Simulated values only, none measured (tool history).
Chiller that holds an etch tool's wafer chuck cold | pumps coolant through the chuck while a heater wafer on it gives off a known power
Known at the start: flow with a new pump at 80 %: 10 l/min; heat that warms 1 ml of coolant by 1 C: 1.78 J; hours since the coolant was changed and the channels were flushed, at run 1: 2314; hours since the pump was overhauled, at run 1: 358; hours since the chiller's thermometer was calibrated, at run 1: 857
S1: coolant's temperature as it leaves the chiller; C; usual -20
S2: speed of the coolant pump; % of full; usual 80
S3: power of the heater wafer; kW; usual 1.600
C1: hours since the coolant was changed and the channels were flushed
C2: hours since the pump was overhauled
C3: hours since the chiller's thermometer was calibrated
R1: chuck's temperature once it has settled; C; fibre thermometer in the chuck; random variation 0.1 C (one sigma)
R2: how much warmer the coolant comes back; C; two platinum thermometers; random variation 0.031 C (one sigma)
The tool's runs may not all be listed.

run 1 hour=0.0 | S1=-20 S2=80 S3=1.600 | C1=2314 C2=358 C3=857 | R1=-7.6 R2=5.47
run 2 hour=30.6 | S1=-19 S2=80 S3=1.600 | C1=2345 C2=389 C3=888 | R1=-6.6 R2=5.51
run 3 hour=61.2 | S1=-19 S2=80 S3=1.600 | C1=2375 C2=419 C3=919 | R1=-6.8 R2=5.43
run 4 hour=75.4 | S1=-19 S2=80 S3=1.600 | C1=2390 C2=433 C3=933 | R1=-6.6 R2=5.44
run 5 hour=102.3 | S1=-12 S2=80 S3=1.600 | C1=2417 C2=460 C3=960 | R1=0.4 R2=5.50
run 6 hour=132.9 | S1=-12 S2=80 S3=1.600 | C1=2447 C2=491 C3=990 | R1=0.3 R2=5.43
run 7 hour=162.8 | S1=-12 S2=80 S3=1.600 | C1=2477 C2=521 C3=1020 | R1=0.4 R2=5.46
run 8 hour=191.4 | S1=-20 S2=80 S3=1.600 | C1=2506 C2=549 C3=1049 | R1=-7.7 R2=5.41
run 9 hour=214.0 | S1=-20 S2=80 S3=1.042 | C1=2528 C2=572 C3=1072 | R1=-11.9 R2=3.54
run 10 hour=238.7 | S1=-20 S2=80 S3=1.042 | C1=2553 C2=597 C3=1096 | R1=-11.9 R2=3.55
run 11 hour=263.1 | S1=-20 S2=78 S3=1.042 | C1=2577 C2=621 C3=1121 | R1=-11.7 R2=3.62
run 12 hour=292.4 | S1=-13 S2=80 S3=1.600 | C1=2607 C2=650 C3=1150 | R1=-0.5 R2=5.52
run 13 hour=306.9 | S1=-13 S2=80 S3=1.600 | C1=2621 C2=665 C3=1164 | R1=-0.5 R2=5.48
run 14 hour=330.2 | S1=-19 S2=80 S3=1.600 | C1=2644 C2=688 C3=1188 | R1=-6.5 R2=5.45
run 15 hour=349.8 | S1=-19 S2=70 S3=1.600 | C1=2664 C2=708 C3=1207 | R1=-5.2 R2=6.33
run 16 hour=374.1 | S1=-19 S2=70 S3=1.600 | C1=2688 C2=732 C3=1232 | R1=-4.9 R2=6.25
run 17 hour=397.8 | S1=-19 S2=70 S3=0.909 | C1=2712 C2=756 C3=1255 | R1=-10.9 R2=3.51
run 18 hour=425.3 | S1=-21 S2=85 S3=0.887 | C1=2739 C2=783 C3=1283 | R1=-14.4 R2=2.87

Forecast run 19:
run 19 hour=449.3 | S1=-21 S2=85 S3=0.887 | C1=2763 C2=807 C3=1307 | R1=? R2=?

R1: -14.4 C
R2: 2.84 C
Without the tool's hidden state the same run would have given R1 -15.3 C, R2 2.80 C.

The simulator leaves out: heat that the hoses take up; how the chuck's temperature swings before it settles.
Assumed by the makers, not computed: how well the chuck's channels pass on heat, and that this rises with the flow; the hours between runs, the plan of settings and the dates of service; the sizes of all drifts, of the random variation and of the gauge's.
